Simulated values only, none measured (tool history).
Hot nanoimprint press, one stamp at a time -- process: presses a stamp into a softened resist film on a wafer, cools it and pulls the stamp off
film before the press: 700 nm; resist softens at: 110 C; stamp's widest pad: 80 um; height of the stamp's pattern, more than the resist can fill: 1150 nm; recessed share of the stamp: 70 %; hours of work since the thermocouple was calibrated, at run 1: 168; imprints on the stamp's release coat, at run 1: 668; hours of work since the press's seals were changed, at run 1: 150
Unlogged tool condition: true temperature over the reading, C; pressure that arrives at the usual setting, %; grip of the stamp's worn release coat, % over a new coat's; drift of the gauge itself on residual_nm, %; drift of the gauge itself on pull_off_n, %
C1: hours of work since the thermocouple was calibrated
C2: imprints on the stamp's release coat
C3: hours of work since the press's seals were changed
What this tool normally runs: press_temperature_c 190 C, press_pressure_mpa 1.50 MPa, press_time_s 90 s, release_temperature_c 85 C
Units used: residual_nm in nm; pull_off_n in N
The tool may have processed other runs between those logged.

run 1 hour=0.0 | press_temperature_c=190 press_pressure_mpa=1.50 press_time_s=90 release_temperature_c=85 | C1=168 C2=668 C3=150 | residual_nm=391.3 pull_off_n=224
run 2 hour=13.9 | press_temperature_c=190 press_pressure_mpa=1.50 press_time_s=174 release_temperature_c=85 | C1=174 C2=709 C3=156 | residual_nm=310.6 pull_off_n=219
run 3 hour=25.2 | press_temperature_c=190 press_pressure_mpa=1.50 press_time_s=90 release_temperature_c=85 | C1=179 C2=743 C3=161 | residual_nm=391.2 pull_off_n=225
-- hour=36.7 stamp cleaned and given a new release coat
run 4 hour=57.4 | press_temperature_c=190 press_pressure_mpa=1.62 press_time_s=90 release_temperature_c=85 | C1=190 C2=62 C3=172 | residual_nm=380.9 pull_off_n=215
run 5 hour=69.4 | press_temperature_c=190 press_pressure_mpa=1.62 press_time_s=90 release_temperature_c=85 | C1=195 C2=98 C3=177 | residual_nm=380.2 pull_off_n=220
run 6 hour=83.9 | press_temperature_c=190 press_pressure_mpa=1.62 press_time_s=90 release_temperature_c=85 | C1=202 C2=141 C3=184 | residual_nm=381.4 pull_off_n=214
run 7 hour=100.4 | press_temperature_c=190 press_pressure_mpa=1.50 press_time_s=90 release_temperature_c=85 | C1=209 C2=191 C3=191 | residual_nm=395.5 pull_off_n=216
run 8 hour=113.7 | press_temperature_c=190 press_pressure_mpa=1.50 press_time_s=90 release_temperature_c=85 | C1=215 C2=231 C3=197 | residual_nm=393.1 pull_off_n=208
run 9 hour=125.0 | press_temperature_c=190 press_pressure_mpa=1.50 press_time_s=90 release_temperature_c=85 | C1=219 C2=265 C3=202 | residual_nm=394.2 pull_off_n=217
run 10 hour=141.5 | press_temperature_c=190 press_pressure_mpa=1.12 press_time_s=90 release_temperature_c=85 | C1=227 C2=314 C3=209 | residual_nm=438.2 pull_off_n=213
run 11 hour=162.0 | press_temperature_c=190 press_pressure_mpa=1.12 press_time_s=90 release_temperature_c=85 | C1=236 C2=375 C3=218 | residual_nm=438.4 pull_off_n=219
run 12 hour=176.3 | press_temperature_c=190 press_pressure_mpa=1.12 press_time_s=90 release_temperature_c=85 | C1=242 C2=418 C3=224 | residual_nm=438.7 pull_off_n=225
run 13 hour=200.4 | press_temperature_c=190 press_pressure_mpa=2.18 press_time_s=75 release_temperature_c=85 | C1=252 C2=490 C3=234 | residual_nm=361.7 pull_off_n=226
run 14 hour=219.6 | press_temperature_c=190 press_pressure_mpa=2.18 press_time_s=75 release_temperature_c=85 | C1=261 C2=548 C3=243 | residual_nm=359.5 pull_off_n=216
run 15 hour=243.6 | press_temperature_c=183 press_pressure_mpa=1.13 press_time_s=105 release_temperature_c=89 | C1=271 C2=620 C3=253 | residual_nm=493.0 pull_off_n=196
run 16 hour=261.5 | press_temperature_c=183 press_pressure_mpa=1.13 press_time_s=105 release_temperature_c=89 | C1=279 C2=673 C3=261 | residual_nm=488.1 pull_off_n=194
run 17 hour=274.9 | press_temperature_c=183 press_pressure_mpa=1.13 press_time_s=105 release_temperature_c=89 | C1=285 C2=714 C3=267 | residual_nm=490.9 pull_off_n=205
run 18 hour=287.1 | press_temperature_c=183 press_pressure_mpa=1.13 press_time_s=105 release_temperature_c=89 | C1=290 C2=750 C3=272 | residual_nm=490.1 pull_off_n=204
-- hour=296.2 stamp cleaned and given a new release coat
run 19 hour=317.4 | press_temperature_c=183 press_pressure_mpa=1.13 press_time_s=105 release_temperature_c=89 | C1=301 C2=63 C3=283 | residual_nm=490.0 pull_off_n=198
run 20 hour=332.3 | press_temperature_c=189 press_pressure_mpa=1.13 press_time_s=130 release_temperature_c=89 | C1=307 C2=108 C3=289 | residual_nm=401.1 pull_off_n=195
run 21 hour=351.6 | press_temperature_c=189 press_pressure_mpa=1.13 press_time_s=130 release_temperature_c=89 | C1=315 C2=165 C3=298 | residual_nm=402.0 pull_off_n=189
run 22 hour=362.7 | press_temperature_c=189 press_pressure_mpa=1.13 press_time_s=130 release_temperature_c=89 | C1=320 C2=199 C3=302 | residual_nm=399.6 pull_off_n=199
run 23 hour=388.1 | press_temperature_c=190 press_pressure_mpa=1.50 press_time_s=148 release_temperature_c=85 | C1=331 C2=275 C3=313 | residual_nm=332.1 pull_off_n=213

Predict each of these 5 candidate next runs independently; none follows another, all start after run 23:
run A hour=402.0 | press_temperature_c=185 press_pressure_mpa=1.50 press_time_s=163 release_temperature_c=85 | C1=337 C2=316 C3=320 | residual_nm=? pull_off_n=?
run B hour=402.0 | press_temperature_c=190 press_pressure_mpa=1.50 press_time_s=109 release_temperature_c=72 | C1=337 C2=316 C3=320 | residual_nm=? pull_off_n=?
run C hour=402.0 | press_temperature_c=180 press_pressure_mpa=1.00 press_time_s=90 release_temperature_c=72 | C1=337 C2=316 C3=320 | residual_nm=? pull_off_n=?
run D hour=402.0 | press_temperature_c=190 press_pressure_mpa=1.50 press_time_s=148 release_temperature_c=81 | C1=337 C2=316 C3=320 | residual_nm=? pull_off_n=?
run E hour=402.0 | press_temperature_c=188 press_pressure_mpa=2.08 press_time_s=174 release_temperature_c=85 | C1=337 C2=316 C3=320 | residual_nm=? pull_off_n=?

run=A residual_nm=371.2 pull_off_n=222
run=B residual_nm=371.3 pull_off_n=294
run=C residual_nm=556.8 pull_off_n=285
run=D residual_nm=332.5 pull_off_n=241
run=E residual_nm=286.6 pull_off_n=212
Had the tool no hidden state, the same runs would have come out as:
run=A residual_nm=367.6 pull_off_n=221
run=B residual_nm=367.6 pull_off_n=292
run=C residual_nm=551.1 pull_off_n=283
run=D residual_nm=329.2 pull_off_n=240
run=E residual_nm=283.8 pull_off_n=211
